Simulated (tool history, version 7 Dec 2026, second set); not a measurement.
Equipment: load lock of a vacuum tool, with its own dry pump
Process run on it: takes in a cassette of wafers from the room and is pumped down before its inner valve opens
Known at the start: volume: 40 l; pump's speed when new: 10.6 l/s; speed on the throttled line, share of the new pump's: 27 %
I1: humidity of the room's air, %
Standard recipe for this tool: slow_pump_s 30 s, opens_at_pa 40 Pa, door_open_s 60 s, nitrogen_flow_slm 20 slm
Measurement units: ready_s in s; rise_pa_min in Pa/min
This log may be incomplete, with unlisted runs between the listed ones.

{"run": 1, "hour": 0.0, "slow_pump_s": 30, "opens_at_pa": 40, "door_open_s": 60, "nitrogen_flow_slm": 20, "I1": 47, "ready_s": 52.3, "rise_pa_min": 0.198}
{"run": 2, "hour": 84.1, "slow_pump_s": 30, "opens_at_pa": 40, "door_open_s": 49, "nitrogen_flow_slm": 20, "I1": 50.1, "ready_s": 51.9, "rise_pa_min": 0.209}
{"run": 3, "hour": 176.2, "slow_pump_s": 30, "opens_at_pa": 40, "door_open_s": 49, "nitrogen_flow_slm": 20, "I1": 46.7, "ready_s": 52.8, "rise_pa_min": 0.206}
{"run": 4, "hour": 286.1, "slow_pump_s": 30, "opens_at_pa": 40, "door_open_s": 49, "nitrogen_flow_slm": 20, "I1": 46.3, "ready_s": 51.9, "rise_pa_min": 0.211}
{"run": 5, "hour": 381.8, "slow_pump_s": 30, "opens_at_pa": 40, "door_open_s": 49, "nitrogen_flow_slm": 20, "I1": 45, "ready_s": 52.3, "rise_pa_min": 0.215}
{"run": 6, "hour": 495.4, "slow_pump_s": 30, "opens_at_pa": 40, "door_open_s": 49, "nitrogen_flow_slm": 20, "I1": 44.3, "ready_s": 52.4, "rise_pa_min": 0.211}
{"run": 7, "hour": 574.1, "slow_pump_s": 30, "opens_at_pa": 40, "door_open_s": 49, "nitrogen_flow_slm": 20, "I1": 43.1, "ready_s": 52.8, "rise_pa_min": 0.211}
{"run": 8, "hour": 628.6, "slow_pump_s": 30, "opens_at_pa": 40, "door_open_s": 49, "nitrogen_flow_slm": 20, "I1": 46.3, "ready_s": 52.8, "rise_pa_min": 0.224}
{"run": 9, "hour": 736.2, "slow_pump_s": 30, "opens_at_pa": 40, "door_open_s": 49, "nitrogen_flow_slm": 20, "I1": 46.1, "ready_s": 51.5, "rise_pa_min": 0.224}
{"run": 10, "hour": 835.0, "slow_pump_s": 25, "opens_at_pa": 42, "door_open_s": 60, "nitrogen_flow_slm": 34, "I1": 44.3, "ready_s": 48.2, "rise_pa_min": 0.221}
{"run": 11, "hour": 895.3, "slow_pump_s": 25, "opens_at_pa": 42, "door_open_s": 60, "nitrogen_flow_slm": 34, "I1": 42.5, "ready_s": 48.9, "rise_pa_min": 0.226}
{"run": 12, "hour": 992.8, "slow_pump_s": 25, "opens_at_pa": 42, "door_open_s": 60, "nitrogen_flow_slm": 34, "I1": 45.8, "ready_s": 49.1, "rise_pa_min": 0.226}
{"run": 13, "hour": 1109.8, "slow_pump_s": 37, "opens_at_pa": 50, "door_open_s": 60, "nitrogen_flow_slm": 5, "I1": 43.3, "ready_s": 56.8, "rise_pa_min": 0.264}
{"run": 14, "hour": 1200.7, "slow_pump_s": 47, "opens_at_pa": 46, "door_open_s": 60, "nitrogen_flow_slm": 20, "I1": 43.1, "ready_s": 64, "rise_pa_min": 0.25}
{"run": 15, "hour": 1249.6, "slow_pump_s": 47, "opens_at_pa": 46, "door_open_s": 60, "nitrogen_flow_slm": 20, "I1": 43.1, "ready_s": 63.5, "rise_pa_min": 0.247}
{"run": 16, "hour": 1342.3, "slow_pump_s": 30, "opens_at_pa": 41, "door_open_s": 60, "nitrogen_flow_slm": 20, "I1": 44.4, "ready_s": 52.6, "rise_pa_min": 0.249}
{"run": 17, "hour": 1409.3, "slow_pump_s": 30, "opens_at_pa": 41, "door_open_s": 60, "nitrogen_flow_slm": 20, "I1": 43.5, "ready_s": 52.2, "rise_pa_min": 0.248}
{"run": 18, "hour": 1479.9, "slow_pump_s": 23, "opens_at_pa": 52, "door_open_s": 60, "nitrogen_flow_slm": 20, "I1": 43.2, "ready_s": 46.6, "rise_pa_min": 0.253}

Forecast each of these 3 alternatives for the next run:
{"run": "A", "hour": 1542.3, "slow_pump_s": 17, "opens_at_pa": 40, "door_open_s": 60, "nitrogen_flow_slm": 24, "I1": 45.3, "ready_s": "?", "rise_pa_min": "?"}
{"run": "B", "hour": 1542.3, "slow_pump_s": 30, "opens_at_pa": 40, "door_open_s": 40, "nitrogen_flow_slm": 20, "I1": 45.7, "ready_s": "?", "rise_pa_min": "?"}
{"run": "C", "hour": 1542.3, "slow_pump_s": 23, "opens_at_pa": 52, "door_open_s": 132, "nitrogen_flow_slm": 20, "I1": 47.2, "ready_s": "?", "rise_pa_min": "?"}

run=A ready_s=43.5 rise_pa_min=0.253
run=B ready_s=52.9 rise_pa_min=0.245
run=C ready_s=46.7 rise_pa_min=0.289
The same runs, with their run-to-run variation unchanged, on a tool lacking any hidden condition would have given:
run=A ready_s=42.3 rise_pa_min=0.044
run=B ready_s=51.8 rise_pa_min=0.037
run=C ready_s=45.6 rise_pa_min=0.077

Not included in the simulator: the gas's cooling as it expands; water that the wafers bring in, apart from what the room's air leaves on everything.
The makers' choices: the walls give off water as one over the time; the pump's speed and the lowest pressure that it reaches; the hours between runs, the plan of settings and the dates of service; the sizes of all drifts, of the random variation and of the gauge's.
